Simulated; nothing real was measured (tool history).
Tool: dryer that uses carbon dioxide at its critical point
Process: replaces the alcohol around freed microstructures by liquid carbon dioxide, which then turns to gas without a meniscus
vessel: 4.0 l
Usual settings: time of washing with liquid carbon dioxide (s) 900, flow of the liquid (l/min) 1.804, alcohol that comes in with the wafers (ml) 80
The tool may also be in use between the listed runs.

run	day	time of washing with liquid carbon dioxide (s)	flow of the liquid (l/min)	alcohol that comes in with the wafers (ml)	alcohol left in the vessel before it's heated (ppm by volume)
1	0.000	900	1.804	80	148
2	0.508	900	1.804	80	154
3	0.871	900	1.804	80	149
4	1.408	900	1.804	80	154
5	1.700	900	1.804	80	161
6	2.042	900	1.804	80	155
# day 2.258: inlet filter changed
7	2.408	660	1.804	80	282
8	2.762	900	1.804	68	153
9	3.108	720	1.804	80	223
10	3.492	900	1.804	80	149
11	3.958	900	1.900	80	148
12	4.379	900	1.804	80	152
13	4.792	900	1.804	80	154
14	5.412	900	1.804	80	155
15	5.704	960	1.804	80	158
16	6.388	960	1.804	21	149
# day 6.971: purifier's bed changed
17	7.004	900	1.430	80	130
18	7.588	900	1.430	109	166
19	8.179	900	1.430	109	185
20	8.729	600	1.804	80	272
21	9.342	600	1.804	80	267
22	9.962	600	1.804	80	286
23	10.425	600	1.804	80	274
24	10.896	600	1.804	80	282
25	11.504	900	1.804	61	56
26	11.821	600	2.480	67	62
27	12.221	600	2.480	67	68
28	12.812	900	2.060	36	31
29	13.462	960	2.060	30	36
30	13.929	660	1.110	53	816
31	14.392	720	2.520	84	55
32	15.025	840	1.640	54	94
33	15.425	840	1.640	54	96
34	15.938	1200	1.730	54	49
35	16.433	1200	1.730	54	50
36	16.883	900	1.120	70	422
37	17.417	960	1.804	21	51
38	18.000	960	1.804	21	54
39	18.588	960	1.804	21	63
40	19.262	1260	2.310	40	56
41	19.625	600	1.804	47	226
42	19.929	1080	2.220	76	65
43	20.362	900	2.330	76	63
44	20.700	900	1.760	80	104
45	21.075	900	1.760	80	108
46	21.754	900	1.760	80	111
47	22.104	1200	1.830	36	68

Forecast each of these 4 alternatives for the next run:
A	22.521	1020	1.804	43	?
B	22.521	1200	1.290	36	?
C	22.521	1200	1.830	22	?
D	22.521	1200	1.830	34	?

run	alcohol left in the vessel before it's heated (ppm by volume)
A	76
B	91
C	72
D	78
Without the tool's hidden state the same runs would have given:
run	alcohol left in the vessel before it's heated (ppm by volume)
A	8
B	18
C	6
D	12
